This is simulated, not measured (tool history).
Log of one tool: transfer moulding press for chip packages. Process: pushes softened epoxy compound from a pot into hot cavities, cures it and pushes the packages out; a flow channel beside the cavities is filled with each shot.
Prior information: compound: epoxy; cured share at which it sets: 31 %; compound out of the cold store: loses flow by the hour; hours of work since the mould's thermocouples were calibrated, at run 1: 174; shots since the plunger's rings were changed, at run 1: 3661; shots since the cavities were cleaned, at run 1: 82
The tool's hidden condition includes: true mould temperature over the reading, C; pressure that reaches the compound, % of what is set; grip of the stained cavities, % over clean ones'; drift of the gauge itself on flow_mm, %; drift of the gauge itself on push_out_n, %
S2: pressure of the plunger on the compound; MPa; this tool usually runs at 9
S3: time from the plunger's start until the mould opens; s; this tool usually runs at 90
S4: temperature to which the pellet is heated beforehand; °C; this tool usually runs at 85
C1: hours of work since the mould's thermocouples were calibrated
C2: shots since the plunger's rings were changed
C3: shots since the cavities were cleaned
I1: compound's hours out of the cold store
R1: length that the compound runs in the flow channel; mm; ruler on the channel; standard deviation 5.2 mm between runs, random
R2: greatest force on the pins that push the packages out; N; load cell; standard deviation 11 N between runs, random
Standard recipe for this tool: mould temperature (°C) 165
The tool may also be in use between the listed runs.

run 1 hour=0 | mould_temperature_(°C)=165 S2=9 S3=90 S4=85 | C1=174 C2=3661 C3=82 | I1=47.5 | R1=643 R2=597
run 2 hour=10.9 | mould_temperature_(°C)=165 S2=9 S3=90 S4=85 | C1=180 C2=3770 C3=191 | I1=16.8 | R1=710 R2=688
-- hour=21.4 plunger's sealing rings changed
run 3 hour=23.7 | mould_temperature_(°C)=165 S2=9 S3=90 S4=85 | C1=186 C2=23 C3=295 | I1=14.8 | R1=767 R2=741
run 4 hour=37.2 | mould_temperature_(°C)=165 S2=9 S3=90 S4=85 | C1=193 C2=159 C3=431 | I1=35.5 | R1=724 R2=752
run 5 hour=45.5 | mould_temperature_(°C)=165 S2=9 S3=90 S4=85 | C1=197 C2=243 C3=515 | I1=15.5 | R1=767 R2=843
-- hour=51.1 cavities cleaned with cleaning compound and waxed
run 6 hour=55 | mould_temperature_(°C)=165 S2=9 S3=90 S4=85 | C1=202 C2=323 C3=40 | I1=32.5 | R1=727 R2=552
run 7 hour=69.1 | mould_temperature_(°C)=165 S2=9 S3=90 S4=85 | C1=209 C2=465 C3=182 | I1=33.8 | R1=728 R2=649
run 8 hour=80.3 | mould_temperature_(°C)=165 S2=9 S3=90 S4=85 | C1=215 C2=577 C3=294 | I1=44.7 | R1=714 R2=720
run 9 hour=89.3 | mould_temperature_(°C)=165 S2=9 S3=90 S4=85 | C1=220 C2=668 C3=385 | I1=12 | R1=751 R2=770
-- hour=92.4 mould's thermocouples calibrated
run 10 hour=104.9 | mould_temperature_(°C)=165 S2=9 S3=90 S4=85 | C1=7 C2=804 C3=521 | I1=41.8 | R1=704 R2=811
-- hour=108.9 cavities cleaned with cleaning compound and waxed
run 11 hour=121.2 | mould_temperature_(°C)=165 S2=9 S3=90 S4=85 | C1=15 C2=953 C3=124 | I1=34.8 | R1=709 R2=607
-- hour=124.9 mould's thermocouples calibrated, once more
run 12 hour=133.1 | mould_temperature_(°C)=165 S2=8.5 S3=90 S4=85 | C1=4 C2=1053 C3=224 | I1=14.6 | R1=729 R2=710
run 13 hour=140.8 | mould_temperature_(°C)=165 S2=8.5 S3=90 S4=85 | C1=9 C2=1129 C3=300 | I1=22.4 | R1=712 R2=750
run 14 hour=149.8 | mould_temperature_(°C)=165 S2=9 S3=119 S4=85 | C1=13 C2=1220 C3=391 | I1=14 | R1=755 R2=640
run 15 hour=158.6 | mould_temperature_(°C)=165 S2=9.49 S3=73 S4=90 | C1=18 C2=1309 C3=480 | I1=42.7 | R1=718 R2=1129
-- hour=166.7 cavities cleaned with cleaning compound and waxed
run 16 hour=173.9 | mould_temperature_(°C)=165 S2=9.49 S3=73 S4=90 | C1=25 C2=1448 C3=73 | I1=27.7 | R1=739 R2=844
run 17 hour=184.2 | mould_temperature_(°C)=162 S2=6.9 S3=73 S4=90 | C1=31 C2=1551 C3=176 | I1=15.3 | R1=659 R2=1263
run 18 hour=195.7 | mould_temperature_(°C)=163 S2=9.35 S3=78 S4=79 | C1=37 C2=1667 C3=292 | I1=36.5 | R1=728 R2=1054
run 19 hour=209.3 | mould_temperature_(°C)=163 S2=9.35 S3=111 S4=87 | C1=44 C2=1804 C3=429 | I1=32 | R1=735 R2=688
-- hour=222.9 cavities cleaned with cleaning compound and waxed
run 20 hour=222.9 | mould_temperature_(°C)=160 S2=8.08 S3=71 S4=87 | C1=51 C2=1924 C3=0 | I1=25.2 | R1=691 R2=1217
run 21 hour=229 | mould_temperature_(°C)=160 S2=8.08 S3=71 S4=87 | C1=54 C2=1987 C3=63 | I1=23.7 | R1=693 R2=1293
run 22 hour=236.7 | mould_temperature_(°C)=172 S2=8.08 S3=71 S4=82 | C1=58 C2=2063 C3=139 | I1=37.9 | R1=645 R2=634
run 23 hour=248.9 | mould_temperature_(°C)=165 S2=9.44 S3=121 S4=82 | C1=65 C2=2187 C3=263 | I1=11.7 | R1=760 R2=578
run 24 hour=259.6 | mould_temperature_(°C)=160 S2=8.4 S3=99 S4=85 | C1=70 C2=2293 C3=369 | I1=16.5 | R1=723 R2=862
run 25 hour=272.7 | mould_temperature_(°C)=160 S2=8.4 S3=99 S4=85 | C1=78 C2=2425 C3=501 | I1=28.5 | R1=696 R2=925
-- hour=278.6 cavities cleaned with cleaning compound and waxed
run 26 hour=285.2 | mould_temperature_(°C)=160 S2=8.03 S3=98 S4=93 | C1=83 C2=2536 C3=66 | I1=31 | R1=668 R2=688
run 27 hour=291.7 | mould_temperature_(°C)=171 S2=8.65 S3=126 S4=78 | C1=87 C2=2601 C3=131 | I1=9.4 | R1=709 R2=500
run 28 hour=302.6 | mould_temperature_(°C)=165 S2=7.59 S3=75 S4=85 | C1=93 C2=2711 C3=241 | I1=25.8 | R1=642 R2=981

Describe how what the log doesn't record of the tool's condition differs between the last listed run preceding each entry between runs and the first listed run following it.
Runs 2 to 3: plunger's sealing rings changed (hour 21.4)
  true mould temperature over the reading, C: -0.08 -> -0.09; pressure that reaches the compound, % of what is set: 85.19 -> 99.85; grip of the stained cavities, % over clean ones': 31.8 -> 42.7
  measured minus no-state result, R1: -59 -> +0 mm; R2: +168 -> +225 N
Runs 5 to 6: cavities cleaned with cleaning compound and waxed (hour 51.1)
  pressure that reaches the compound, % of what is set: 99.01 -> 98.74; grip of the stained cavities, % over clean ones': 59.4 -> 7.5
  measured minus no-state result, R1: -3 -> -4 mm; R2: +320 -> +41 N
Runs 9 to 10: mould's thermocouples calibrated (hour 92.4)
  true mould temperature over the reading, C: -0.12 -> -0.17; pressure that reaches the compound, % of what is set: 97.34 -> 96.84; grip of the stained cavities, % over clean ones': 46.7 -> 57.6
  measured minus no-state result, R1: -9 -> -10 mm; R2: +250 -> +302 N
Runs 10 to 11: cavities cleaned with cleaning compound and waxed (hour 108.9)
  true mould temperature over the reading, C: -0.17 -> -0.18; pressure that reaches the compound, % of what is set: 96.84 -> 96.29; grip of the stained cavities, % over clean ones': 57.6 -> 20.3
  measured minus no-state result, R1: -10 -> -13 mm; R2: +302 -> +106 N
Runs 11 to 12: mould's thermocouples calibrated, once more (hour 124.9)
  true mould temperature over the reading, C: -0.18 -> -0.06; pressure that reaches the compound, % of what is set: 96.29 -> 95.93; grip of the stained cavities, % over clean ones': 20.3 -> 32.5
  measured minus no-state result, R1: -13 -> -15 mm; R2: +106 -> +175 N
Runs 15 to 16: cavities cleaned with cleaning compound and waxed (hour 166.7)
  pressure that reaches the compound, % of what is set: 94.93 -> 94.39; grip of the stained cavities, % over clean ones': 55.9 -> 12.8
  measured minus no-state result, R1: -19 -> -22 mm; R2: +407 -> +101 N
Runs 19 to 20: cavities cleaned with cleaning compound and waxed (hour 222.9)
  true mould temperature over the reading, C: -0.1 -> -0.11; pressure that reaches the compound, % of what is set: 93.01 -> 92.58; grip of the stained cavities, % over clean ones': 50 -> 1.2
  measured minus no-state result, R1: -27 -> -27 mm; R2: +230 -> +23 N
Runs 25 to 26: cavities cleaned with cleaning compound and waxed (hour 278.6)
  true mould temperature over the reading, C: -0.13 -> -0.14; pressure that reaches the compound, % of what is set: 90.65 -> 90.22; grip of the stained cavities, % over clean ones': 56.4 -> 12.1
  measured minus no-state result, R1: -35 -> -35 mm; R2: +340 -> +80 N

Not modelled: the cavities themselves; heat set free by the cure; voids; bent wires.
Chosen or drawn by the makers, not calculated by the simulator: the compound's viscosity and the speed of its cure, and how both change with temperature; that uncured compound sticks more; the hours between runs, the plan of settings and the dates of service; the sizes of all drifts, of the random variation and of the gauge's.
